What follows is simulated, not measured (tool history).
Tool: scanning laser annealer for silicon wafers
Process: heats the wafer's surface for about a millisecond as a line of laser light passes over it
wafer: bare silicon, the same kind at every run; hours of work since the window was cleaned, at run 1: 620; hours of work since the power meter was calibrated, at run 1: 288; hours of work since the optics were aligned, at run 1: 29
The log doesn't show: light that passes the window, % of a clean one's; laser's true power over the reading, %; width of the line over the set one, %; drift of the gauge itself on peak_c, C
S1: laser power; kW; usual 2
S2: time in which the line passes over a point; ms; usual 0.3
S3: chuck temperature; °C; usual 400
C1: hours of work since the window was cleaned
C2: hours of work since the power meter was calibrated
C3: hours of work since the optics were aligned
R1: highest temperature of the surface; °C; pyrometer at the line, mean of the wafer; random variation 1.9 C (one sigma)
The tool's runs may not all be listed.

run,hour,S1,S2,S3,C1,C2,C3,R1
1,0,2,0.3,400,620,288,29,1142
2,27.3,2,0.3,400,638,306,47,1142
3,62.4,2,0.3,400,662,330,71,1140
4,96.4,2,0.3,400,684,353,93,1142
5,141.4,2,0.3,400,715,383,123,1140
6,173.3,2,0.3,400,736,404,145,1142
7,195,2,0.3,400,750,418,159,1143
8,234.6,2,0.221,400,777,445,186,1044
9,278.7,2,0.263,400,806,474,215,1099
10,322.7,2,0.263,400,836,504,245,1098
11,347.3,2,0.263,400,852,520,261,1093
12,392.5,2,0.263,400,882,550,291,1097
# hour 404.1: window over the wafer cleaned
13,435.2,1.897,0.315,435,21,578,319,1142
14,470.5,1.969,0.294,362,44,601,342,1082
15,500.8,1.969,0.294,362,65,622,362,1083
16,525.6,2.051,0.378,400,81,638,379,1252
17,560.7,1.903,0.374,400,105,662,402,1168
18,590.7,1.903,0.374,400,125,682,422,1168
19,625.5,1.998,0.359,382,148,705,446,1183
20,653.2,2,0.356,439,167,724,464,1244
21,674.2,2.064,0.214,364,181,737,478,1026
22,704,2.064,0.214,364,201,757,498,1024
23,746.4,2.064,0.214,364,229,786,527,1028
24,772.1,2.064,0.214,396,246,803,544,1059

Hidden state at the last listed run before each entry between runs and at the first one after, where it differs:
Between runs 12 and 13: window over the wafer cleaned (hour 404.1)
  light that passes the window, % of a clean one's: 99.92 -> 100
